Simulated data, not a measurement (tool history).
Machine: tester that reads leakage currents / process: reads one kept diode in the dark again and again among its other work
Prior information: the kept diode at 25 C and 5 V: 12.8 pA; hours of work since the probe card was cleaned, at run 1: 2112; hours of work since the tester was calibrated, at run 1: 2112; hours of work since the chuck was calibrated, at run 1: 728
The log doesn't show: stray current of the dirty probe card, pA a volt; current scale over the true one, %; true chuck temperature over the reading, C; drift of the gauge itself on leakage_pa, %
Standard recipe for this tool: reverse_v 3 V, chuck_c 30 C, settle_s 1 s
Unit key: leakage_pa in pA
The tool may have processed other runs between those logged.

run    hour  reverse_v  chuck_c  settle_s  hours of work since the probe card was cleaned  hours of work since the tester was calibrated  hours of work since the chuck was calibrated  leakage_pa
  1       0          3       30         1                                            2112                                           2112                                           728       17.78
  2   158.6          3       30         1                                            2204                                           2204                                           820       18.01
  3   350.5          3       30         1                                            2315                                           2315                                           931          18
  4   511.2          3       30         1                                            2408                                           2408                                          1025        18.1
  5     712          3       30         1                                            2525                                           2525                                          1141       18.14
  6   841.2          3       30         1                                            2600                                           2600                                          1216       18.37
      975.9  -- probe card cleaned and baked
     1005.5  -- tester calibrated
  7  1019.8      12.44       30         1                                              24                                              8                                          1317       32.84
  8  1189.2          3       30      6.38                                             123                                            107                                          1415        13.8
  9    1336          3       30         1                                             208                                            192                                          1500       14.08
     1513.1  -- chuck's temperature calibrated
 10  1568.4       2.37       30      0.54                                             341                                            325                                            32        13.5
 11  1746.7       8.18       31      3.32                                             445                                            429                                           136       30.48
 12  1972.1       2.06       35      5.16                                             576                                            560                                           266       18.15
 13    2124       6.59       54         1                                             664                                            648                                           354      152.51
 14  2278.9       2.12       36       7.5                                             754                                            738                                           444       20.06
 15  2384.3       9.02       20      8.09                                             815                                            799                                           505       15.73
 16  2536.2       9.02       20      8.09                                             903                                            887                                           594       16.15
 17  2657.7       2.63       33      0.32                                             973                                            957                                           664       18.83

What if the next run were any one of these 3? Each begins from the tool's condition after run 17:
  A  2889.9       1.36       46      7.94                                            1108                                           1092                                           799           ?
  B  2889.9          3       31         1                                            1108                                           1092                                           799           ?
  C  2889.9       3.21       46      0.53                                            1108                                           1092                                           799           ?

run  leakage_pa
  A       32.68
  B       17.32
  C       55.07
With no hidden state in the tool, these same runs would have given:
run  leakage_pa
  A       33.61
  B       16.26
  C       55.96

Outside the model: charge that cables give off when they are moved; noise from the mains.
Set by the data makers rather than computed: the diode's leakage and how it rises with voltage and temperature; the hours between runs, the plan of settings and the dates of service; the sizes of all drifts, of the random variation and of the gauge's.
